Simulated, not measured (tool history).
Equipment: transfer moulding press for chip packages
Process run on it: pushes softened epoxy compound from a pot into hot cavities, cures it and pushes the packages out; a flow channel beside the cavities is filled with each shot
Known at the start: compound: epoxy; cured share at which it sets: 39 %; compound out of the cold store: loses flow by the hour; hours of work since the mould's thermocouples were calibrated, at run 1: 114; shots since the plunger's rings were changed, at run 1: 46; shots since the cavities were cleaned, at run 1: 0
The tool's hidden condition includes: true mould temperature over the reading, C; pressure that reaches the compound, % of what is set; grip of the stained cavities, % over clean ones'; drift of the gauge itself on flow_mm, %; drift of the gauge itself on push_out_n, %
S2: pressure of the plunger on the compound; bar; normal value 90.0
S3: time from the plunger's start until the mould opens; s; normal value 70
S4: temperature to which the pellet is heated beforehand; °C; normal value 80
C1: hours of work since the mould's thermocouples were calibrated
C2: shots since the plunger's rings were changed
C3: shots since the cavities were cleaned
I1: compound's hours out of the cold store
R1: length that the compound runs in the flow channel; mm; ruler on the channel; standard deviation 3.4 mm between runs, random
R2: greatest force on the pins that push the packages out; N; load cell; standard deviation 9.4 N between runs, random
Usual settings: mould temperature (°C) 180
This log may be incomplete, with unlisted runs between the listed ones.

Run 1, hour 0.0: usual settings; C1 114; C2 46; C3 0; I1 10.6. Result: R1 629 mm, R2 499 N.
Run 2, hour 40.4: usual settings; C1 145; C2 874; C3 828; I1 48.0. Result: R1 576 mm, R2 489 N.
At hour 45.6: cavities cleaned with cleaning compound and waxed.
At hour 91.8: cavities cleaned with cleaning compound and waxed.
Run 3, hour 96.6: usual settings but S2 101.4 bar; C1 185; C2 1962; C3 97; I1 18.9. Result: R1 658 mm, R2 499 N.
Run 4, hour 128.4: usual settings but mould temperature (°C) 175; C1 209; C2 2615; C3 750; I1 29.2. Result: R1 616 mm, R2 715 N.
At hour 137.6: cavities cleaned with cleaning compound and waxed.
Run 5, hour 155.4: usual settings but mould temperature (°C) 175; C1 229; C2 3136; C3 364; I1 35.3. Result: R1 606 mm, R2 697 N.
At hour 181.6: cavities cleaned with cleaning compound and waxed.
Run 6, hour 202.5: usual settings but mould temperature (°C) 175; C1 263; C2 4070; C3 428; I1 34.2. Result: R1 605 mm, R2 704 N.
At hour 227.3: cavities cleaned with cleaning compound and waxed.
At hour 242.6: plunger's sealing rings changed.
Run 7, hour 252.0: usual settings but S2 95.8 bar; C1 298; C2 193; C3 455; I1 8.5. Result: R1 652 mm, R2 516 N.
At hour 276.9: mould's thermocouples calibrated.
At hour 278.4: cavities cleaned with cleaning compound and waxed.
Run 8, hour 288.1: usual settings but S2 95.8 bar; C1 7; C2 861; C3 200; I1 33.1. Result: R1 603 mm, R2 506 N.
At hour 323.7: cavities cleaned with cleaning compound and waxed.
Run 9, hour 338.3: usual settings but S2 95.8 bar; C1 44; C2 1858; C3 299; I1 30.7. Result: R1 613 mm, R2 498 N.
Run 10, hour 365.3: usual settings; C1 65; C2 2410; C3 851; I1 32.4. Result: R1 591 mm, R2 503 N.
At hour 370.6: cavities cleaned with cleaning compound and waxed.
Run 11, hour 404.0: usual settings; C1 93; C2 3173; C3 685; I1 37.2. Result: R1 583 mm, R2 489 N.
At hour 415.8: cavities cleaned with cleaning compound and waxed.
Run 12, hour 440.3: usual settings; C1 120; C2 3886; C3 502; I1 35.9. Result: R1 584 mm, R2 503 N.
At hour 460.5: cavities cleaned with cleaning compound and waxed.
At hour 489.7: plunger's sealing rings changed.
Run 13, hour 499.4: usual settings; C1 162; C2 198; C3 745; I1 37.5. Result: R1 588 mm, R2 479 N.
At hour 509.0: cavities cleaned with cleaning compound and waxed.
Run 14, hour 549.2: usual settings but mould temperature (°C) 184, S4 72 °C; C1 198; C2 1187; C3 823; I1 10.3. Result: R1 616 mm, R2 423 N.
At hour 555.4: cavities cleaned with cleaning compound and waxed.
Run 15, hour 579.9: usual settings but mould temperature (°C) 184, S4 72 °C; C1 221; C2 1785; C3 501; I1 46.1. Result: R1 565 mm, R2 416 N.

Run 16, settings as shown, results not yet in. Your forecast:
At hour 600.5: cavities cleaned with cleaning compound and waxed.
Run 16, hour 635.4: usual settings but mould temperature (°C) 184, S4 72 °C; C1 262; C2 2891; C3 714; I1 11.2. Result: R1 ?, R2 ?.

Run 16 produced R1 615 mm, R2 436 N.
If the tool had no hidden condition, the same run with the same run-to-run variation would have returned R1 617 mm, R2 432 N.

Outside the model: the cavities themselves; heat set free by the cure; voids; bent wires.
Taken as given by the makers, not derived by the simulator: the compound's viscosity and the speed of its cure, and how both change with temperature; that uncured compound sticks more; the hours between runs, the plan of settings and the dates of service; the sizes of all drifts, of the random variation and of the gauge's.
